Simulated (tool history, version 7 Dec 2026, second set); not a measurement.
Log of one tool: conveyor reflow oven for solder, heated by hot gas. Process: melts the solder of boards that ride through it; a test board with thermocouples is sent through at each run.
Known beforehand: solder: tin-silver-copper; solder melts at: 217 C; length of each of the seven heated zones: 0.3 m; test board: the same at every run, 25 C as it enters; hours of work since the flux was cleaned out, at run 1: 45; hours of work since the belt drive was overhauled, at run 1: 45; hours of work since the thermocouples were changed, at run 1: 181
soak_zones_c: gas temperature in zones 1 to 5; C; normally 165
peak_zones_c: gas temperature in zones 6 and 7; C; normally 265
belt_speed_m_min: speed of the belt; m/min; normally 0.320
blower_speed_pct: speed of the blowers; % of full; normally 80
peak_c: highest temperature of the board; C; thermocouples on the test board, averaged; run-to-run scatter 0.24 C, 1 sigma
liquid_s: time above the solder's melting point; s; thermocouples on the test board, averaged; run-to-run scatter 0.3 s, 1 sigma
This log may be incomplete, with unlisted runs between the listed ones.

run,day,soak_zones_c,peak_zones_c,belt_speed_m_min,blower_speed_pct,hours of work since the flux was cleaned out,hours of work since the belt drive was overhauled,hours of work since the thermocouples were changed,peak_c,liquid_s
1,0.000,165,265,0.320,80,45,45,181,252.5,82.2
2,3.771,165,280,0.320,80,88,88,224,266.1,92.9
3,6.729,165,280,0.320,80,122,122,258,265.6,93.3
4,8.796,165,265,0.320,80,146,146,281,251.8,81.4
5,11.092,160,265,0.320,80,172,172,308,250.5,78.3
6,13.454,160,265,0.320,80,199,199,335,250.3,76.9
7,16.988,160,265,0.292,80,239,239,375,253.3,88.1
8,20.950,160,265,0.292,80,284,284,420,252.3,88.9
9,24.479,160,265,0.292,80,325,325,460,252.2,88.2
10,28.383,165,265,0.320,58,369,369,505,246.7,73.5
11,30.412,165,279,0.320,80,393,393,528,262.1,90.8
# day 33.100: flux residue cleaned out of gas plates and filters
12,33.100,166,279,0.320,80,0,421,557,259.3,87.4
13,36.217,166,279,0.320,86,36,456,592,259.8,88.1
14,38.029,166,279,0.320,86,56,477,613,259.5,87.7
# day 38.683: thermocouples of zones 6 and 7 changed
15,40.371,165,265,0.351,80,82,503,19,243.8,62.2
# day 42.050: flux residue cleaned out of gas plates and filters, once more
16,42.583,168,261,0.286,64,6,526,42,250.8,92.9
17,45.421,159,280,0.345,72,39,558,75,262.2,82.4
18,47.996,168,274,0.320,80,68,588,104,261.1,92.0
19,50.550,168,274,0.320,80,97,617,133,261.0,92.1
20,54.325,165,278,0.282,80,140,660,176,267.5,109.5
21,57.542,165,265,0.378,69,177,697,213,244.9,59.5
22,61.567,172,265,0.378,69,223,743,259,245.8,63.5
23,63.717,158,263,0.320,80,248,767,284,248.4,74.5
24,66.925,158,263,0.320,80,284,804,320,247.9,74.3
25,70.300,154,263,0.320,64,323,843,359,244.7,67.2
# day 71.829: belt drive overhauled, speed set with a stopwatch
26,73.929,158,280,0.293,84,362,24,398,265.4,98.4
27,77.438,158,280,0.293,84,402,64,438,265.2,98.8
# day 79.250: flux residue cleaned out of gas plates and filters
28,81.358,178,265,0.320,80,24,107,481,253.3,89.8
29,83.971,178,265,0.320,80,54,136,511,253.0,89.2

Alternative continuations, all from the tool just after run 29; predict every row:
A,87.850,165,264,0.268,62,98,181,555,?,?
B,87.850,178,279,0.323,80,98,181,555,?,?
C,87.850,150,268,0.291,80,98,181,555,?,?
D,87.850,165,265,0.371,80,98,181,555,?,?
E,87.850,157,254,0.320,63,98,181,555,?,?

run,peak_c,liquid_s
A,252.4,99.4
B,265.3,97.2
C,254.3,87.4
D,246.1,62.9
E,237.4,57.9
Without the tool's hidden state the same runs would have given:
run,peak_c,liquid_s
A,254.5,101.9
B,267.5,98.7
C,256.6,90.0
D,248.5,65.7
E,239.7,61.7

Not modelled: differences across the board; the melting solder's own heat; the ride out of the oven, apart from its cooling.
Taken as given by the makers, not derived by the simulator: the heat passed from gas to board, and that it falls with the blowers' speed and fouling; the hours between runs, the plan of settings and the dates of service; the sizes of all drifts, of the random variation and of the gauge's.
